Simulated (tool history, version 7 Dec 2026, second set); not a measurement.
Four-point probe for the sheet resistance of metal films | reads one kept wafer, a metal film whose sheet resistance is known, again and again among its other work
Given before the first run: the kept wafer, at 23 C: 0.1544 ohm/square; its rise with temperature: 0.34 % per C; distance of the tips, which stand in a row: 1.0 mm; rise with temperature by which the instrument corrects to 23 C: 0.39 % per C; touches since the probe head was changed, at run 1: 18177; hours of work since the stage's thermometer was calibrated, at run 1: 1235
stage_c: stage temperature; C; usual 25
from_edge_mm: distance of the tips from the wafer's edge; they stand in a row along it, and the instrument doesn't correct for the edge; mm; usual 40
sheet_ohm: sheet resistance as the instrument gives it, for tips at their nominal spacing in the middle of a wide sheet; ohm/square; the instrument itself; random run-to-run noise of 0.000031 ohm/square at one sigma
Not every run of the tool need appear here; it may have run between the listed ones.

run	hour	stage_c	from_edge_mm	touches since the probe head was changed	hours of work since the stage's thermometer was calibrated	sheet_ohm
1	0.0	25	40	18177	1235	0.154925
2	95.2	25	40	20765	1301	0.154925
3	150.3	34	40	22261	1340	0.154210
4	207.7	34	40	23822	1380	0.154280
5	305.9	23	40	26492	1448	0.155226
6	371.5	23	72	28273	1494	0.155217
7	421.5	23	72	29634	1528	0.155297
8	489.9	23	72	31491	1576	0.155331
9	572.7	23	72	33743	1633	0.155305
10	620.2	25	13	35033	1666	0.155718
11	681.4	25	15	36698	1709	0.155582
12	725.3	25	15	37891	1740	0.155584
13	833.5	25	41	40830	1815	0.155339
14	909.3	25	41	42892	1868	0.155395

Predict the results of run 15:
15	1018.2	24	40	45851	1943	?

sheet_ohm: 0.155551 ohm/square
If the tool had no hidden condition, the same run with the same run-to-run variation would have returned sheet_ohm 0.154369 ohm/square.
